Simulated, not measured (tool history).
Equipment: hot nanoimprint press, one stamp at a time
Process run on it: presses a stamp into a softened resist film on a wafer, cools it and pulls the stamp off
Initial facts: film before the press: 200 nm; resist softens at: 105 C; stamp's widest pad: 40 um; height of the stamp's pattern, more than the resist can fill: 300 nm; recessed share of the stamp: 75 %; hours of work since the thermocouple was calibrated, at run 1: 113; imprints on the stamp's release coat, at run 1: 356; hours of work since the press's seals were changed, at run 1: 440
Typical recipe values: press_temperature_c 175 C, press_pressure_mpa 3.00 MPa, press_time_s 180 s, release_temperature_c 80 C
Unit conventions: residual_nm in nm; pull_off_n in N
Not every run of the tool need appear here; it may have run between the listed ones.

run,day,press_temperature_c,press_pressure_mpa,press_time_s,release_temperature_c,hours of work since the thermocouple was calibrated,imprints on the stamp's release coat,hours of work since the press's seals were changed,residual_nm,pull_off_n
1,0.000,175,3.00,180,80,113,356,440,72.5,162
2,0.783,175,3.00,180,80,125,425,452,72.5,162
3,1.504,175,3.00,180,77,136,488,463,71.7,180
4,2.017,175,3.00,180,77,144,533,471,72.8,178
5,2.446,175,3.00,180,77,151,570,477,72.1,181
# day 2.954: stamp cleaned and given a new release coat
6,3.588,175,3.00,180,77,164,56,491,71.4,158
7,4.067,175,3.00,180,77,171,97,498,72.2,155
8,4.812,175,3.00,180,77,183,162,510,72.6,168
9,5.371,175,2.06,180,77,191,212,518,88.4,164
10,5.812,175,2.06,180,77,198,250,525,88.6,167
11,6.354,175,3.00,180,66,206,297,533,71.0,214
12,7.342,175,3.00,161,80,221,384,548,73.7,158
13,8.046,175,3.00,180,80,232,445,559,69.8,162
14,8.767,178,4.11,266,87,243,509,570,45.5,138
15,9.304,178,4.11,266,81,251,556,578,45.8,163
# day 9.988: stamp cleaned and given a new release coat
16,10.000,185,2.55,180,78,258,2,585,53.6,145
17,10.683,175,3.90,337,80,269,61,595,48.2,138
18,11.462,176,3.90,337,80,280,130,607,45.9,147
19,12.362,182,2.17,180,80,294,209,621,64.8,150
20,12.900,182,2.17,180,80,302,256,629,63.5,153
21,13.429,182,2.00,255,68,310,302,637,59.1,196
22,14.267,182,2.00,255,68,323,375,650,59.1,205
23,15.062,166,2.13,96,69,335,445,662,140.1,208
24,16.083,165,3.00,316,78,351,534,678,87.8,174
# day 16.654: plate thermocouple calibrated
25,16.696,183,3.00,180,76,1,577,685,53.7,186
# day 17.083: stamp cleaned and given a new release coat
26,17.754,183,3.00,180,76,13,58,697,53.3,161

Branching from run 26: 4 alternative next runs. What would each branch give?
A,18.275,175,3.00,180,77,21,104,705,?,?
B,18.275,183,4.58,223,83,21,104,705,?,?
C,18.275,176,1.97,180,74,21,104,705,?,?
D,18.275,183,3.14,180,76,21,104,705,?,?

run,residual_nm,pull_off_n
A,73.2,161
B,38.2,140
C,88.8,168
D,52.3,160
Take away the tool's hidden state, keep each run's random variation, and the runs would have read:
run,residual_nm,pull_off_n
A,72.6,155
B,37.7,135
C,88.5,163
D,51.8,155
